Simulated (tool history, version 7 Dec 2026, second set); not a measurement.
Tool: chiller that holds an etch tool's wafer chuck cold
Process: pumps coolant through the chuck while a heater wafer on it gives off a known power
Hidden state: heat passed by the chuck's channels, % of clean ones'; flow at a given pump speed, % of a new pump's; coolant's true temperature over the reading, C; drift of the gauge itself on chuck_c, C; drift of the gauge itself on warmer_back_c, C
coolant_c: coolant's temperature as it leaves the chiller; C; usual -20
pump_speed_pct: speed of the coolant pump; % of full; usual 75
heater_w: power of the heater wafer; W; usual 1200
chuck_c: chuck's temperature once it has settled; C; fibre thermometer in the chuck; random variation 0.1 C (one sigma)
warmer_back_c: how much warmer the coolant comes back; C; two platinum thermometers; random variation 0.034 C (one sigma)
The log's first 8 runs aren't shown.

| run | hour | coolant_c | pump_speed_pct | heater_w | hours since the coolant was changed and the channels were flushed | hours since the pump was overhauled | hours since the chiller's thermometer was calibrated | chuck_c | warmer_back_c |
|---|---|---|---|---|---|---|---|---|---|
| 9 | 678.1 | -20 | 64 | 1200 | 3717 | 2729 | 4252 | -3.7 | 6.31 |
| 10 | 740.1 | -20 | 75 | 729 | 3779 | 2791 | 4314 | -11.2 | 3.28 |
| 11 | 830.4 | -20 | 76 | 1200 | 3869 | 2881 | 4405 | -5.6 | 5.37 |
| 12 | 908.8 | -20 | 76 | 1200 | 3947 | 2960 | 4483 | -5.6 | 5.35 |
| 13 | 1021.7 | -20 | 65 | 1200 | 4060 | 3073 | 4596 | -4.0 | 6.19 |
| 14 | 1115.8 | -29 | 75 | 1200 | 4154 | 3167 | 4690 | -14.3 | 5.44 |
| 15 | 1179.2 | -20 | 75 | 1200 | 4218 | 3230 | 4754 | -5.5 | 5.40 |
| 16 | 1288.8 | -20 | 75 | 1093 | 4327 | 3340 | 4863 | -6.7 | 4.95 |
|  | 1326.6 | chiller's thermometer calibrated |
| 17 | 1388.1 | -20 | 75 | 1254 | 4426 | 3438 | 61 | -4.8 | 5.66 |
| 18 | 1487.4 | -10 | 60 | 1136 | 4525 | 3537 | 161 | 6.3 | 6.36 |
| 19 | 1569.0 | -10 | 60 | 1136 | 4607 | 3619 | 242 | 6.4 | 6.36 |
| 20 | 1693.0 | -15 | 73 | 1136 | 4731 | 3743 | 366 | -1.1 | 5.27 |
| 21 | 1797.8 | -20 | 73 | 1158 | 4835 | 3848 | 471 | -5.7 | 5.29 |
| 22 | 1909.5 | -24 | 75 | 1200 | 4947 | 3959 | 583 | -9.4 | 5.32 |
| 23 | 2005.2 | -27 | 99 | 604 | 5043 | 4055 | 679 | -21.0 | 2.03 |

Run 24 comes next. What will it give?
| 24 | 2134.5 | -12 | 85 | 837 | 5172 | 4184 | 808 | ? | ? |

chuck_c: -2.9 C
warmer_back_c: 3.21 C
Without the tool's hidden state the same run would have given chuck_c -2.9 C, warmer_back_c 3.37 C.
